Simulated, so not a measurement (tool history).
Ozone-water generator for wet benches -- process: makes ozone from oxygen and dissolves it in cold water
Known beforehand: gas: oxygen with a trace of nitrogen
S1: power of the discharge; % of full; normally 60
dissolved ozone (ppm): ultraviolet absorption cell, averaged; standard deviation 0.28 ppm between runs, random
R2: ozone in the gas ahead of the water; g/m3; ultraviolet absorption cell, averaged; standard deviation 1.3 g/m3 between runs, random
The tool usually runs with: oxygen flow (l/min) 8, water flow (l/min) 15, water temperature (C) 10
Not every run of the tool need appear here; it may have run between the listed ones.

run 1 hour=0 | S1=60 oxygen_flow_(l/min)=8 water_flow_(l/min)=15 water_temperature_(C)=10 | dissolved_ozone_(ppm)=44 R2=231.1
run 2 hour=34.1 | S1=60 oxygen_flow_(l/min)=5.26 water_flow_(l/min)=15 water_temperature_(C)=10 | dissolved_ozone_(ppm)=43.6 R2=282.1
run 3 hour=56.8 | S1=99 oxygen_flow_(l/min)=8 water_flow_(l/min)=15 water_temperature_(C)=10 | dissolved_ozone_(ppm)=59.7 R2=317.7
run 4 hour=78.6 | S1=99 oxygen_flow_(l/min)=8 water_flow_(l/min)=15 water_temperature_(C)=10 | dissolved_ozone_(ppm)=60 R2=315.1
run 5 hour=116.4 | S1=60 oxygen_flow_(l/min)=8 water_flow_(l/min)=15 water_temperature_(C)=10 | dissolved_ozone_(ppm)=44.2 R2=231.4
run 6 hour=154.8 | S1=60 oxygen_flow_(l/min)=8 water_flow_(l/min)=15 water_temperature_(C)=10 | dissolved_ozone_(ppm)=44.2 R2=230.5
run 7 hour=180.5 | S1=60 oxygen_flow_(l/min)=8 water_flow_(l/min)=15 water_temperature_(C)=10 | dissolved_ozone_(ppm)=44.6 R2=229
run 8 hour=206.4 | S1=60 oxygen_flow_(l/min)=8 water_flow_(l/min)=15 water_temperature_(C)=10 | dissolved_ozone_(ppm)=44.2 R2=231.4
run 9 hour=230.7 | S1=60 oxygen_flow_(l/min)=8 water_flow_(l/min)=15 water_temperature_(C)=10 | dissolved_ozone_(ppm)=44.2 R2=231.5
run 10 hour=254 | S1=60 oxygen_flow_(l/min)=8 water_flow_(l/min)=14 water_temperature_(C)=10 | dissolved_ozone_(ppm)=46.5 R2=228.3
run 11 hour=286.8 | S1=60 oxygen_flow_(l/min)=10.84 water_flow_(l/min)=15 water_temperature_(C)=10 | dissolved_ozone_(ppm)=44 R2=198.6
run 12 hour=302.8 | S1=60 oxygen_flow_(l/min)=10.84 water_flow_(l/min)=15 water_temperature_(C)=10 | dissolved_ozone_(ppm)=43.2 R2=198.5
run 13 hour=322.4 | S1=60 oxygen_flow_(l/min)=10.84 water_flow_(l/min)=15 water_temperature_(C)=10 | dissolved_ozone_(ppm)=43.7 R2=199.8
run 14 hour=338.6 | S1=60 oxygen_flow_(l/min)=10.84 water_flow_(l/min)=15 water_temperature_(C)=10 | dissolved_ozone_(ppm)=43.7 R2=198.7
run 15 hour=373.8 | S1=60 oxygen_flow_(l/min)=10.84 water_flow_(l/min)=15 water_temperature_(C)=6 | dissolved_ozone_(ppm)=47.5 R2=198.5
run 16 hour=397.2 | S1=60 oxygen_flow_(l/min)=8 water_flow_(l/min)=15 water_temperature_(C)=10 | dissolved_ozone_(ppm)=44.3 R2=228.8
run 17 hour=415.2 | S1=60 oxygen_flow_(l/min)=8 water_flow_(l/min)=15 water_temperature_(C)=10 | dissolved_ozone_(ppm)=44.2 R2=227.1
run 18 hour=433.9 | S1=60 oxygen_flow_(l/min)=8 water_flow_(l/min)=15 water_temperature_(C)=10 | dissolved_ozone_(ppm)=43.9 R2=226.7
run 19 hour=469.3 | S1=45 oxygen_flow_(l/min)=8 water_flow_(l/min)=15 water_temperature_(C)=10 | dissolved_ozone_(ppm)=37.2 R2=188.9
run 20 hour=484.7 | S1=45 oxygen_flow_(l/min)=8.1 water_flow_(l/min)=19 water_temperature_(C)=10 | dissolved_ozone_(ppm)=31.7 R2=189.5
run 21 hour=509.6 | S1=45 oxygen_flow_(l/min)=8.1 water_flow_(l/min)=19 water_temperature_(C)=10 | dissolved_ozone_(ppm)=31.8 R2=189.5
run 22 hour=547.8 | S1=60 oxygen_flow_(l/min)=5.16 water_flow_(l/min)=15 water_temperature_(C)=11 | dissolved_ozone_(ppm)=43.5 R2=277.1
run 23 hour=573.9 | S1=60 oxygen_flow_(l/min)=5.16 water_flow_(l/min)=15 water_temperature_(C)=11 | dissolved_ozone_(ppm)=43.1 R2=276.4
run 24 hour=611.7 | S1=60 oxygen_flow_(l/min)=6.47 water_flow_(l/min)=12 water_temperature_(C)=8 | dissolved_ozone_(ppm)=53.2 R2=247.7
run 25 hour=647.1 | S1=60 oxygen_flow_(l/min)=6.47 water_flow_(l/min)=12 water_temperature_(C)=11 | dissolved_ozone_(ppm)=50.1 R2=246.8
-- hour=660.2 gauge calibrated
run 26 hour=683.5 | S1=54 oxygen_flow_(l/min)=6.86 water_flow_(l/min)=18 water_temperature_(C)=11 | dissolved_ozone_(ppm)=35.9 R2=229.8
run 27 hour=702.5 | S1=54 oxygen_flow_(l/min)=6.86 water_flow_(l/min)=18 water_temperature_(C)=11 | dissolved_ozone_(ppm)=35.7 R2=231.9
run 28 hour=725 | S1=54 oxygen_flow_(l/min)=6.86 water_flow_(l/min)=18 water_temperature_(C)=11 | dissolved_ozone_(ppm)=36 R2=234.7
run 29 hour=758.2 | S1=94 oxygen_flow_(l/min)=11.38 water_flow_(l/min)=13 water_temperature_(C)=12 | dissolved_ozone_(ppm)=58.3 R2=259.6
run 30 hour=788 | S1=94 oxygen_flow_(l/min)=11.38 water_flow_(l/min)=13 water_temperature_(C)=12 | dissolved_ozone_(ppm)=58.8 R2=259.5
run 31 hour=807 | S1=60 oxygen_flow_(l/min)=5.11 water_flow_(l/min)=21 water_temperature_(C)=6 | dissolved_ozone_(ppm)=34.9 R2=281.2
run 32 hour=838.7 | S1=63 oxygen_flow_(l/min)=7.99 water_flow_(l/min)=21 water_temperature_(C)=6 | dissolved_ozone_(ppm)=38.2 R2=236.7
run 33 hour=863.6 | S1=60 oxygen_flow_(l/min)=4.61 water_flow_(l/min)=15 water_temperature_(C)=6 | dissolved_ozone_(ppm)=45.8 R2=295.9

Results per run with the tool's hidden condition removed, run-to-run variation unchanged:
What the log doesn't record here: yield of the discharge, % of new electrodes'; contactor's efficiency, % of a clean one's; true water temperature over the reading, C; drift of the gauge itself on ozone_ppm, %; drift of the gauge itself on gas_g_m3, %.
run=1 R2=231.1
run=2 R2=282.7
run=3 R2=318.6
run=4 R2=316.4
run=5 R2=232.7
run=6 R2=232.2
run=7 R2=231
run=8 R2=233.6
run=9 R2=234
run=10 R2=231
run=11 R2=201.2
run=12 R2=201.3
run=13 R2=202.8
run=14 R2=201.8
run=15 R2=201.9
run=16 R2=232.9
run=17 R2=231.4
run=18 R2=231.3
run=19 R2=193
run=20 R2=193.7
run=21 R2=193.9
run=22 R2=284.1
run=23 R2=283.7
run=24 R2=254.6
run=25 R2=254.1
run=26 R2=230.2
run=27 R2=232.4
run=28 R2=235.4
run=29 R2=261
run=30 R2=261.2
run=31 R2=283.2
run=32 R2=238.7
run=33 R2=298.7
dissolved ozone (ppm): at most 0.1 away from the measurement, every run.

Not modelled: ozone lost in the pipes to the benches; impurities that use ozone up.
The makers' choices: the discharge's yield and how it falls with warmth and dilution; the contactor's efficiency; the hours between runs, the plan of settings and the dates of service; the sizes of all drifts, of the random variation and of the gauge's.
